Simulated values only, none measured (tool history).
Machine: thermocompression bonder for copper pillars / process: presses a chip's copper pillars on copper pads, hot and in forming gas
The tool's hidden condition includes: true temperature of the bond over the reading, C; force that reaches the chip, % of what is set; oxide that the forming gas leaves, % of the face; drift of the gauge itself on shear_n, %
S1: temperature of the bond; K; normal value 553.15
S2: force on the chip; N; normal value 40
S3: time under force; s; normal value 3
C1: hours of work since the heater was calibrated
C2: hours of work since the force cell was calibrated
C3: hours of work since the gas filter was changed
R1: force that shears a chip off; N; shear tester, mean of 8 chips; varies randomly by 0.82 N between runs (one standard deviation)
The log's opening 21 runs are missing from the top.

Run 22, hour 147.6: usual settings but S3 6 s; C1 113; C2 222; C3 58. Result: R1 74.4 N.
Run 23, hour 154.8: usual settings but S2 25 N, S3 2 s; C1 117; C2 226; C3 62. Result: R1 41.6 N.
Run 24, hour 164.1: usual settings; C1 122; C2 231; C3 67. Result: R1 62.6 N.
Run 25, hour 171.8: usual settings but S1 560.15 K, S2 27 N, S3 5 s; C1 126; C2 235; C3 71. Result: R1 61.2 N.
Run 26, hour 178.7: usual settings but S1 568.15 K, S2 28 N, S3 2 s; C1 130; C2 239; C3 75. Result: R1 50.5 N.
Run 27, hour 186.2: usual settings but S3 2 s; C1 134; C2 243; C3 79. Result: R1 55.9 N.
Run 28, hour 195.7: usual settings but S1 532.15 K; C1 140; C2 249; C3 84. Result: R1 53.7 N.
Run 29, hour 204.2: usual settings but S1 532.15 K; C1 144; C2 253; C3 89. Result: R1 54.0 N.
Run 30, hour 210.3: usual settings but S1 536.15 K, S2 24 N, S3 2 s; C1 148; C2 257; C3 92. Result: R1 33.3 N.
Run 31, hour 215.3: usual settings but S1 573.15 K, S2 57 N, S3 5 s; C1 150; C2 259; C3 95. Result: R1 84.0 N.

Predict each of these 5 candidate next runs independently; none follows another, all start after run 31:
Run A, hour 219.6: usual settings but S1 572.15 K, S2 30 N, S3 5 s; C1 153; C2 262; C3 98. Result: R1 ?.
Run B, hour 219.6: usual settings but S1 573.15 K, S2 57 N, S3 2 s; C1 153; C2 262; C3 98. Result: R1 ?.
Run C, hour 219.6: usual settings but S3 2 s; C1 153; C2 262; C3 98. Result: R1 ?.
Run D, hour 219.6: usual settings but S1 558.15 K; C1 153; C2 262; C3 98. Result: R1 ?.
Run E, hour 219.6: usual settings but S1 567.15 K, S2 27 N, S3 7 s; C1 153; C2 262; C3 98. Result: R1 ?.

run    R1
  A  69.3
  B  73.0
  C  57.0
  D  62.5
  E  70.8
With no hidden state in the tool, these same runs would have given:
run    R1
  A  72.7
  B  76.5
  C  60.1
  D  65.8
  E  74.3
